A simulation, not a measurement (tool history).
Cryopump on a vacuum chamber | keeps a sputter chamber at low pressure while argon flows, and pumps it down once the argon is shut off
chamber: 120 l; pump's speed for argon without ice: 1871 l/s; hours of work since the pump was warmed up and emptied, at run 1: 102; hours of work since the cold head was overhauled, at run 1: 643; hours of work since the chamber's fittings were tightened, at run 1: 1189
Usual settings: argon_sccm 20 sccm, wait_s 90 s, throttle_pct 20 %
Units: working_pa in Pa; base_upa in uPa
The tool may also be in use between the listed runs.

run    hour  argon_sccm  wait_s  throttle_pct  hours of work since the pump was warmed up and emptied  hours of work since the cold head was overhauled  hours of work since the chamber's fittings were tightened  working_pa  base_upa
  1     0.0          20      90            20                                                     102                                               643                                                       1189      0.0914      2.18
       26.1  -- leaking fittings of the chamber tightened, without venting
  2    67.3          20      90            40                                                     134                                               675                                                         20      0.0462      0.59
  3   101.5          20      90            40                                                     150                                               691                                                         36      0.0479      0.65
  4   164.2          20      90            40                                                     180                                               721                                                         67      0.0487      0.71
  5   233.4          20      90            49                                                     214                                               755                                                        100      0.0404      0.70
  6   312.4          20      90            20                                                     252                                               793                                                        138      0.0936      0.85
  7   388.9          20      90            20                                                     289                                               830                                                        175      0.0939      0.90
  8   459.7          20      90            20                                                     323                                               864                                                        210      0.0955      0.90
  9   541.8          20      79            20                                                     363                                               904                                                        249      0.0968      1.08
 10   597.0          20      79            20                                                     390                                               931                                                        276      0.0962      1.14
 11   647.7          39      37            20                                                     414                                               955                                                        301      0.1900      1.79
 12   702.8          20      90            17                                                     441                                               982                                                        327      0.1133      1.20
 13   765.8          22      59            23                                                     471                                              1012                                                        358      0.0952      1.45
 14   804.1          36     200            20                                                     490                                              1031                                                        376      0.1772      1.09
 15   855.6          36     200            20                                                     515                                              1056                                                        401      0.1793      1.22
 16   892.9          36      54            49                                                     533                                              1074                                                        419      0.0828      1.72
      904.0  -- pump warmed up, emptied and cooled again
 17   956.9          23      98            25                                                      26                                              1102                                                        448      0.0841      1.07
 18  1037.6          23      98            25                                                      65                                              1141                                                        487      0.0836      1.19

Forecast each of these 3 alternatives for the next run:
  A  1098.5          20      86            20                                                      94                                              1171                                                        516           ?         ?
  B  1098.5          21      57            25                                                      94                                              1171                                                        516           ?         ?
  C  1098.5          11      62            20                                                      94                                              1171                                                        516           ?         ?

run  working_pa  base_upa
  A      0.0924      1.34
  B      0.0773      1.50
  C      0.0503      1.46
Without the tool's hidden state the same runs would have given:
run  working_pa  base_upa
  A      0.0909      0.62
  B      0.0758      0.81
  C      0.0495      0.76
